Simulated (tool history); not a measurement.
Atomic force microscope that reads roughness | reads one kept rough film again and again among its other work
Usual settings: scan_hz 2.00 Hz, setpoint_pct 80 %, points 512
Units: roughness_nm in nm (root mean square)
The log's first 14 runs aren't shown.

run,hour,scan_hz,setpoint_pct,points,pictures with this tip,hours of work since the height scale was calibrated,roughness_nm
# hour 406.9: new tip fitted
15,423.4,2.00,80,512,33,1119,3.484
# hour 462.6: new tip fitted
16,463.0,2.00,80,512,0,1141,3.469
17,494.7,2.00,80,512,63,1160,3.492
# hour 518.0: new tip fitted
# hour 531.3: height scale calibrated on a step standard
18,537.1,2.00,80,512,35,3,3.492
19,573.8,2.00,80,512,108,24,3.504
# hour 576.7: new tip fitted
20,608.8,1.48,86,507,64,44,3.481
# hour 632.5: new tip fitted
21,642.6,1.64,70,749,20,63,3.619
22,682.9,1.64,70,749,100,86,3.594
# hour 690.5: new tip fitted
23,703.8,2.00,86,347,26,98,3.422
24,723.2,2.36,76,512,65,109,3.510
25,740.8,0.59,59,818,100,119,3.703
# hour 747.1: new tip fitted
26,772.1,1.50,86,549,50,137,3.487
# hour 802.9: new tip fitted
27,804.8,0.61,86,478,4,155,3.631
28,835.0,0.61,86,478,64,172,3.655
# hour 861.2: new tip fitted
29,871.1,2.00,72,378,19,193,3.564
30,889.7,0.67,64,625,56,203,3.700
31,916.1,0.52,89,427,108,218,3.631
# hour 918.8: new tip fitted
32,938.1,1.42,63,512,38,231,3.666
33,973.6,0.60,80,308,108,251,3.647
# hour 977.4: new tip fitted
34,1003.7,0.91,71,512,52,268,3.663
# hour 1033.7: new tip fitted
35,1039.9,1.92,71,512,12,288,3.613
36,1064.1,0.61,86,636,60,302,3.666
# hour 1091.7: new tip fitted
37,1092.9,0.61,86,636,2,318,3.643
38,1124.0,0.89,60,256,64,336,3.668

Forecast each of these 3 alternatives for the next run:
A,1141.9,2.00,80,285,99,346,?
B,1141.9,3.54,60,256,99,346,?
C,1141.9,1.42,60,256,99,346,?

run,roughness_nm
A,3.492
B,3.575
C,3.630
Without the tool's hidden state the same runs would have given:
run,roughness_nm
A,3.498
B,3.581
C,3.636
